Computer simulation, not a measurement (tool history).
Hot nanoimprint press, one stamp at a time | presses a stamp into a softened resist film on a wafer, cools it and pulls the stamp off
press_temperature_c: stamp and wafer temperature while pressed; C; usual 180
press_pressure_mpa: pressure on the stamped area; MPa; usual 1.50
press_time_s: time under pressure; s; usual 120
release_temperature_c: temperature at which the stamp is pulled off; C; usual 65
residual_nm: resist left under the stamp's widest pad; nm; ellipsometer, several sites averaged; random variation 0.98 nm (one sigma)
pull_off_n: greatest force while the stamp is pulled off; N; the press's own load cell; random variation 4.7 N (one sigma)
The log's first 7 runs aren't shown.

run     day  press_temperature_c  press_pressure_mpa  press_time_s  release_temperature_c  hours of work since the thermocouple was calibrated  imprints on the stamp's release coat  hours of work since the press's seals were changed  residual_nm  pull_off_n
  8  20.833                  180                1.50           120                     65                                                  510                                  1849                                                 342        141.2         225
     22.958  -- stamp cleaned and given a new release coat
  9  23.558                  180                1.50           120                     65                                                  552                                    77                                                 383        141.5         237
 10  25.771                  180                1.50           120                     65                                                  588                                   361                                                 419        142.9         237
     26.679  -- plate thermocouple calibrated
 11  27.800                  177                1.50           120                     65                                                   19                                   605                                                 451        154.5         234
 12  30.342                  177                1.50           120                     65                                                   61                                   932                                                 493        157.0         237
 13  32.512                  177                1.50           120                     65                                                   97                                  1210                                                 529        156.9         231
 14  35.025                  177                1.50           120                     65                                                  139                                  1532                                                 571        157.6         235
 15  36.858                  177                1.50           120                     65                                                  169                                  1768                                                 601        157.2         238
     39.604  -- stamp cleaned and given a new release coat
 16  39.729                  177                1.50           120                     65                                                  212                                    16                                                 645        157.7         233
 17  41.642                  183                0.96           213                     65                                                  244                                   261                                                 677        134.1         234
 18  44.196                  180                1.50            76                     59                                                  287                                   589                                                 719        166.3         243
 19  46.392                  181                1.59           120                     65                                                  323                                   871                                                 756        135.0         235
 20  49.133                  180                1.50           152                     65                                                  369                                  1223                                                 801        129.8         237
 21  52.779                  191                0.97           222                     61                                                  429                                  1690                                                 862        101.6         241
 22  54.783                  180                1.05           120                     56                                                  462                                  1947                                                 895        169.3         245
     56.258  -- stamp cleaned and given a new release coat
 23  56.775                  180                1.05           120                     61                                                  491                                    67                                                 924        172.8         236
 24  60.421                  180                1.05           120                     61                                                  552                                   535                                                 984        171.5         234
     63.433  -- plate thermocouple calibrated
 25  64.250                  181                1.50           120                     65                                                   14                                  1010                                                1046        137.8         224
 26  67.458                  181                2.01           105                     65                                                   67                                  1422                                                1099        124.2         232
 27  69.517                  179                1.50           120                     66                                                  101                                  1686                                                1133        148.0         235
 28  71.642                  175                1.50           110                     68                                                  136                                  1958                                                1168        174.0         232
     72.858  -- stamp cleaned and given a new release coat
 29  74.104                  175                1.26           145                     68                                                  173                                   160                                                1205        168.1         220
 30  75.667                  175                1.26           237                     59                                                  199                                   360                                                1231        142.5         242

Forecast each of these 4 alternatives for the next run:
  A  77.342                  180                1.50           130                     65                                                  227                                   575                                                1259            ?           ?
  B  77.342                  172                1.50           120                     65                                                  227                                   575                                                1259            ?           ?
  C  77.342                  175                1.26           237                     72                                                  227                                   575                                                1259            ?           ?
  D  77.342                  180                1.26            61                     59                                                  227                                   575                                                1259            ?           ?

run  residual_nm  pull_off_n
  A        136.0         235
  B        182.6         233
  C        142.7         216
  D        200.3         233
Without the tool's hidden state the same runs would have given:
run  residual_nm  pull_off_n
  A        135.9         234
  B        182.5         232
  C        142.6         215
  D        200.2         232
